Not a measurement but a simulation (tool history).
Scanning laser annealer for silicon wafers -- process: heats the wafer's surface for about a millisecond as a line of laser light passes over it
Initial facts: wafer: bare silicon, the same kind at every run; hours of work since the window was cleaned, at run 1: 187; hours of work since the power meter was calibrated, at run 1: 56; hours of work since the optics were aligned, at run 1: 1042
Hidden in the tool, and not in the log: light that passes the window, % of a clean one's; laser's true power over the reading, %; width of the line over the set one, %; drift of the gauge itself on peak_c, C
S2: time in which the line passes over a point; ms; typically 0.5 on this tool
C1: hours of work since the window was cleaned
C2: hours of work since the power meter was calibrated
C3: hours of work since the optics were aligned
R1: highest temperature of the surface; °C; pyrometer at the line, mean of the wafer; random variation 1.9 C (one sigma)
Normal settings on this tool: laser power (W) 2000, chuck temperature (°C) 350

Run 1, hour 0: usual settings; C1 187; C2 56; C3 1042. Result: R1 1165 °C.
Run 2, hour 9.6: usual settings but S2 0.488 ms; C1 193; C2 61; C3 1047. Result: R1 1154 °C.
Run 3, hour 16.5: usual settings but laser power (W) 2120, S2 0.488 ms; C1 197; C2 65; C3 1051. Result: R1 1211 °C.
Run 4, hour 25.8: usual settings but laser power (W) 2120, S2 0.553 ms; C1 202; C2 71; C3 1057. Result: R1 1269 °C.
Run 5, hour 33.5: usual settings but laser power (W) 2120, S2 0.553 ms; C1 207; C2 75; C3 1061. Result: R1 1267 °C.
Run 6, hour 43.6: usual settings but laser power (W) 2120, S2 0.553 ms; C1 212; C2 81; C3 1067. Result: R1 1263 °C.
Run 7, hour 52.4: usual settings but laser power (W) 2120, S2 0.553 ms; C1 218; C2 86; C3 1072. Result: R1 1268 °C.
Run 8, hour 60.1: usual settings but laser power (W) 2120, S2 0.553 ms; C1 222; C2 90; C3 1076. Result: R1 1269 °C.
Run 9, hour 68: usual settings but laser power (W) 2120, S2 0.553 ms; C1 227; C2 95; C3 1081. Result: R1 1268 °C.
Run 10, hour 75.4: usual settings but laser power (W) 2120, S2 0.553 ms; C1 231; C2 99; C3 1085. Result: R1 1269 °C.
Run 11, hour 86.1: usual settings but laser power (W) 2120, S2 0.355 ms; C1 237; C2 105; C3 1091. Result: R1 1082 °C.
Run 12, hour 93.7: usual settings but laser power (W) 2120, S2 0.355 ms; C1 241; C2 110; C3 1096. Result: R1 1084 °C.
Run 13, hour 103.5: usual settings but laser power (W) 2120, S2 0.355 ms; C1 247; C2 115; C3 1101. Result: R1 1085 °C.
Run 14, hour 109.9: usual settings but S2 0.523 ms; C1 251; C2 119; C3 1105. Result: R1 1185 °C.
Run 15, hour 118.4: usual settings but S2 0.523 ms; C1 255; C2 124; C3 1110. Result: R1 1183 °C.
Run 16, hour 128.5: usual settings but S2 0.523 ms; C1 261; C2 130; C3 1116. Result: R1 1182 °C.
Run 17, hour 136.2: usual settings but laser power (W) 2171; C1 266; C2 134; C3 1120. Result: R1 1245 °C.
Run 18, hour 145.5: usual settings but laser power (W) 2171; C1 271; C2 139; C3 1125. Result: R1 1248 °C.
Run 19, hour 150.1: usual settings; C1 274; C2 142; C3 1128. Result: R1 1168 °C.
Run 20, hour 157: usual settings but chuck temperature (°C) 332; C1 278; C2 146; C3 1132. Result: R1 1146 °C.
Run 21, hour 162: usual settings; C1 281; C2 149; C3 1135. Result: R1 1164 °C.
Run 22, hour 168.1: usual settings but laser power (W) 1914, S2 0.387 ms, chuck temperature (°C) 325; C1 284; C2 152; C3 1138. Result: R1 1006 °C.
Run 23, hour 173.3: usual settings but laser power (W) 2067, S2 0.387 ms, chuck temperature (°C) 372; C1 287; C2 155; C3 1141. Result: R1 1113 °C.
Run 24, hour 182.8: usual settings but laser power (W) 1942, S2 0.355 ms, chuck temperature (°C) 375; C1 293; C2 161; C3 1147. Result: R1 1036 °C.
Run 25, hour 189.3: usual settings but laser power (W) 1925, S2 0.494 ms, chuck temperature (°C) 339; C1 296; C2 165; C3 1151. Result: R1 1115 °C.
Run 26, hour 194: usual settings but laser power (W) 1869, S2 0.37 ms, chuck temperature (°C) 331; C1 299; C2 167; C3 1153. Result: R1 982 °C.
Run 27, hour 200.2: usual settings but laser power (W) 1869, S2 0.352 ms, chuck temperature (°C) 358; C1 303; C2 171; C3 1157. Result: R1 989 °C.
Run 28, hour 209.2: usual settings but laser power (W) 2067, S2 0.482 ms, chuck temperature (°C) 376; C1 308; C2 176; C3 1162. Result: R1 1203 °C.
Run 29, hour 217.6: usual settings but laser power (W) 2046, S2 0.482 ms, chuck temperature (°C) 312; C1 313; C2 181; C3 1167. Result: R1 1132 °C.
Run 30, hour 227.6: usual settings but laser power (W) 2195, S2 0.482 ms, chuck temperature (°C) 323; C1 318; C2 187; C3 1173. Result: R1 1211 °C.
Run 31, hour 234.6: usual settings but laser power (W) 2038, chuck temperature (°C) 313; C1 322; C2 191; C3 1177. Result: R1 1145 °C.
Run 32, hour 243.9: usual settings but laser power (W) 2038, chuck temperature (°C) 313; C1 328; C2 196; C3 1182. Result: R1 1146 °C.
Run 33, hour 252.1: usual settings but S2 0.372 ms; C1 332; C2 201; C3 1187. Result: R1 1051 °C.
Run 34, hour 257.6: usual settings but laser power (W) 1802, S2 0.473 ms; C1 336; C2 204; C3 1190. Result: R1 1057 °C.
Run 35, hour 267.8: usual settings but laser power (W) 2108, chuck temperature (°C) 364; C1 341; C2 210; C3 1196. Result: R1 1229 °C.
Run 36, hour 275: usual settings but laser power (W) 1918, S2 0.421 ms, chuck temperature (°C) 372; C1 346; C2 214; C3 1200. Result: R1 1085 °C.
Run 37, hour 284.4: usual settings but laser power (W) 1904, S2 0.501 ms; C1 351; C2 219; C3 1205. Result: R1 1122 °C.
Run 38, hour 290.2: usual settings but S2 0.61 ms; C1 354; C2 223; C3 1209. Result: R1 1252 °C.
Run 39, hour 298.8: usual settings but laser power (W) 2136, S2 0.434 ms; C1 359; C2 228; C3 1214. Result: R1 1168 °C.
Run 40, hour 308.4: usual settings but laser power (W) 2022; C1 365; C2 233; C3 1219. Result: R1 1174 °C.
Run 41, hour 316.5: usual settings but laser power (W) 2022, S2 0.536 ms, chuck temperature (°C) 376; C1 369; C2 238; C3 1224. Result: R1 1230 °C.
Run 42, hour 322.5: usual settings but laser power (W) 1971, S2 0.415 ms, chuck temperature (°C) 373; C1 373; C2 241; C3 1227. Result: R1 1101 °C.

3 options for the next run, each taken on its own from the tool as it stands now. Forecast them:
Run A, hour 328.1: usual settings but laser power (W) 2115, S2 0.585 ms, chuck temperature (°C) 389; C1 376; C2 244; C3 1230. Result: R1 ?.
Run B, hour 328.1: usual settings but laser power (W) 1931, S2 0.394 ms, chuck temperature (°C) 346; C1 376; C2 244; C3 1230. Result: R1 ?.
Run C, hour 328.1: usual settings but laser power (W) 2179, S2 0.569 ms, chuck temperature (°C) 318; C1 376; C2 244; C3 1230. Result: R1 ?.

run    R1
  A  1330
  B  1040
  C  1276
What these runs would have given with no unlogged condition in the tool:
run    R1
  A  1331
  B  1040
  C  1277
